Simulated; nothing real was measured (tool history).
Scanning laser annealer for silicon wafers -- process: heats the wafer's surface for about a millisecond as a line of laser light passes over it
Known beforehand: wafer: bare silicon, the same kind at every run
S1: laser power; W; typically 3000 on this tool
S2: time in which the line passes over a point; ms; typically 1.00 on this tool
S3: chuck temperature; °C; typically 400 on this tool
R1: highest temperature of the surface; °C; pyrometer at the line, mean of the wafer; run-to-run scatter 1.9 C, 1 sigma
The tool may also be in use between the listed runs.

| run | day | S1 | S2 | S3 | R1 |
|---|---|---|---|---|---|
| 1 | 0.000 | 3000 | 1.00 | 400 | 1176 |
| 2 | 1.675 | 3000 | 1.00 | 400 | 1179 |
| 3 | 3.021 | 3000 | 1.00 | 400 | 1177 |
| 4 | 4.733 | 3000 | 1.00 | 400 | 1178 |
| 5 | 6.171 | 3000 | 1.00 | 400 | 1177 |
| 6 | 6.979 | 3000 | 1.00 | 400 | 1175 |
| 7 | 8.200 | 3000 | 1.00 | 400 | 1177 |
| 8 | 10.296 | 3000 | 1.00 | 400 | 1178 |
| 9 | 11.917 | 2929 | 1.20 | 437 | 1265 |
| 10 | 13.508 | 2569 | 0.71 | 381 | 931 |
| 11 | 15.392 | 3000 | 0.93 | 367 | 1116 |
| 12 | 16.558 | 2553 | 1.12 | 400 | 1081 |
| 13 | 17.462 | 3000 | 1.18 | 366 | 1212 |
| 14 | 18.892 | 2855 | 1.23 | 391 | 1206 |

Not shown here: 1 entry made in the log between runs. Locate each between two listed runs and compare the hidden state at the listed run before it with the hidden state at the listed run after it:
After run 7, before run 8: optics aligned, line set to its width (day 9.504)
  width of the line over the set one, %: 0.07 -> 0
